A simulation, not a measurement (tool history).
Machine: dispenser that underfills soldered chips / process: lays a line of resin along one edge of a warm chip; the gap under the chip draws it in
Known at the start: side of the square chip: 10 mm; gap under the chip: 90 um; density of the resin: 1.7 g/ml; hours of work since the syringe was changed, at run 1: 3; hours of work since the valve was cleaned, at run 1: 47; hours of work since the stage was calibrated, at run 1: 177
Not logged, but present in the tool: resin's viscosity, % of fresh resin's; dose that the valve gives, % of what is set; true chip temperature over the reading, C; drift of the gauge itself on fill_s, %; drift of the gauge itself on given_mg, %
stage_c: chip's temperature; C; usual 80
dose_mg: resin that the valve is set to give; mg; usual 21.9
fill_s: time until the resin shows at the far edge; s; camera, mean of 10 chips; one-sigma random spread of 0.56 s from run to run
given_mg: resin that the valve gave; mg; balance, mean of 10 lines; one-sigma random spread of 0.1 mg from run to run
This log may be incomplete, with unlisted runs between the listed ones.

| run | day | stage_c | dose_mg | hours of work since the syringe was changed | hours of work since the valve was cleaned | hours of work since the stage was calibrated | fill_s | given_mg |
|---|---|---|---|---|---|---|---|---|
| 1 | 0 | 80 | 21.9 | 3 | 47 | 177 | 60.9 | 20.97 |
|  | 0.175 | new syringe of resin |
| 2 | 0.221 | 80 | 21.9 | 1 | 51 | 180 | 51.8 | 20.91 |
| 3 | 0.45 | 80 | 21.9 | 4 | 54 | 184 | 63.6 | 20.66 |
|  | 0.558 | new syringe of resin |
| 4 | 0.617 | 80 | 21.9 | 1 | 57 | 187 | 53.3 | 21 |
| 5 | 0.904 | 80 | 21.9 | 6 | 61 | 191 | 70.7 | 20.71 |
|  | 0.929 | new syringe of resin |
| 6 | 1.125 | 80 | 20.8 | 3 | 65 | 195 | 59.4 | 19.58 |
|  | 1.317 | new syringe of resin |
| 7 | 1.362 | 85 | 21.9 | 1 | 68 | 198 | 42 | 20.6 |
| 8 | 1.546 | 85 | 21.9 | 4 | 71 | 201 | 50.4 | 20.69 |
|  | 1.688 | new syringe of resin |
| 9 | 1.738 | 80 | 21.9 | 1 | 74 | 204 | 51.2 | 20.37 |
| 10 | 1.971 | 80 | 21.9 | 5 | 78 | 208 | 65.8 | 20.3 |
|  | 2.058 | new syringe of resin |
|  | 2.183 | dispensing valve cleaned and set on the balance |
| 11 | 2.25 | 67 | 26.1 | 2 | 1 | 211 | 103.6 | 26.13 |
|  | 2.483 | new syringe of resin |
| 12 | 2.542 | 77 | 26.1 | 1 | 6 | 216 | 57.5 | 25.97 |
| 13 | 2.688 | 90 | 24.8 | 3 | 8 | 218 | 37.7 | 24.56 |
|  | 2.867 | new syringe of resin |
| 14 | 2.942 | 82 | 20 | 1 | 12 | 222 | 49.4 | 19.75 |
| 15 | 3.146 | 81 | 22.3 | 4 | 15 | 225 | 62.8 | 22.07 |
|  | 3.25 | new syringe of resin |
| 16 | 3.433 | 85 | 28.1 | 3 | 19 | 230 | 45.4 | 27.42 |
| 17 | 3.571 | 91 | 28.1 | 5 | 22 | 232 | 40.7 | 27.4 |
|  | 3.629 | new syringe of resin |
| 18 | 3.808 | 83 | 19 | 3 | 25 | 235 | 54.1 | 18.44 |
|  | 3.996 | new syringe of resin |
| 19 | 3.996 | 84 | 27.1 | 0 | 28 | 238 | 40.2 | 26.12 |

Below are 3 alternative next runs, each starting from the tool's condition after run 19. Predict each:
| A | 4.188 | 80 | 19.8 | 3 | 31 | 241 | ? | ? |
| B | 4.188 | 78 | 21.9 | 3 | 31 | 241 | ? | ? |
| C | 4.188 | 80 | 21.7 | 3 | 31 | 241 | ? | ? |

| run | fill_s | given_mg |
|---|---|---|
| A | 61.1 | 19.19 |
| B | 65.7 | 21.11 |
| C | 59.4 | 21.03 |
Stripped of hidden state, with their random variation kept, the same runs would have yielded:
| run | fill_s | given_mg |
|---|---|---|
| A | 48.4 | 19.8 |
| B | 52.2 | 21.78 |
| C | 47.3 | 21.7 |
